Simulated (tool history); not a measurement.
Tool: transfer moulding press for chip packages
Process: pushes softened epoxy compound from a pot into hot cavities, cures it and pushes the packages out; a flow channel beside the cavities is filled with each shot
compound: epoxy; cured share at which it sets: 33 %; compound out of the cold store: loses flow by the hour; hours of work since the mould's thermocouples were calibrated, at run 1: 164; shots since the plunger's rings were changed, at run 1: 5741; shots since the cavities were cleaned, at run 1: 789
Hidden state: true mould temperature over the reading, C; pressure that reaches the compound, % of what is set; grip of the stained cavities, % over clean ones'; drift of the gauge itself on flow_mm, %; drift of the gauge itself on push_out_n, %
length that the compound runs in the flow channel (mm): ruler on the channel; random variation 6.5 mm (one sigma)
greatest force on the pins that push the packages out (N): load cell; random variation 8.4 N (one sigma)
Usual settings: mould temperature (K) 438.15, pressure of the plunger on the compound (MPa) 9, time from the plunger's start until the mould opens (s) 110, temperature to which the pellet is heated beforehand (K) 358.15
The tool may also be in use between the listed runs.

run   hour  mould temperature (K)  pressure of the plunger on the compound (MPa)  time from the plunger's start until the mould opens (s)  temperature to which the pellet is heated beforehand (K)  hours of work since the mould's thermocouples were calibrated  shots since the plunger's rings were changed  shots since the cavities were cleaned  incoming compound's hours out of the cold store  length that the compound runs in the flow channel (mm)  greatest force on the pins that push the packages out (N)
  1    0.0                 438.15                                              9                                                      110                                                    358.15                                                            164                                          5741                                    789                                             13.7                                                     868                                                        641
      35.3  -- cavities cleaned with cleaning compound and waxed
      55.6  -- plunger's sealing rings changed
  2   55.6                 438.15                                              9                                                      110                                                    358.15                                                            202                                             0                                    201                                             21.2                                                     923                                                        485
  3  100.8                 438.15                                              9                                                      110                                                    354.15                                                            235                                           513                                    714                                             26.1                                                     889                                                        654
     141.3  -- cavities cleaned with cleaning compound and waxed
  4  147.7                 438.15                                              9                                                      110                                                    354.15                                                            269                                          1028                                     72                                             27.2                                                     884                                                        396
  5  180.4                 438.15                                              9                                                      110                                                    354.15                                                            293                                          1399                                    443                                             33.2                                                     873                                                        568
     201.8  -- mould's thermocouples calibrated
  6  239.8                 433.15                                              9                                                      110                                                    358.15                                                             28                                          2050                                   1094                                             27.8                                                     907                                                        946
     248.5  -- cavities cleaned with cleaning compound and waxed
  7  279.4                 433.15                                              9                                                      108                                                    358.15                                                             56                                          2483                                    351                                             34.7                                                     903                                                        792

The next listed run, before its measurement:
  8  304.3                 433.15                                              9                                                      108                                                    358.15                                                             74                                          2765                                    633                                             37.0                                                       ?                                                          ?

length that the compound runs in the flow channel (mm): 891
greatest force on the pins that push the packages out (N): 894
Without the tool's hidden state the same run would have given length that the compound runs in the flow channel (mm) 922, greatest force on the pins that push the packages out (N) 541.
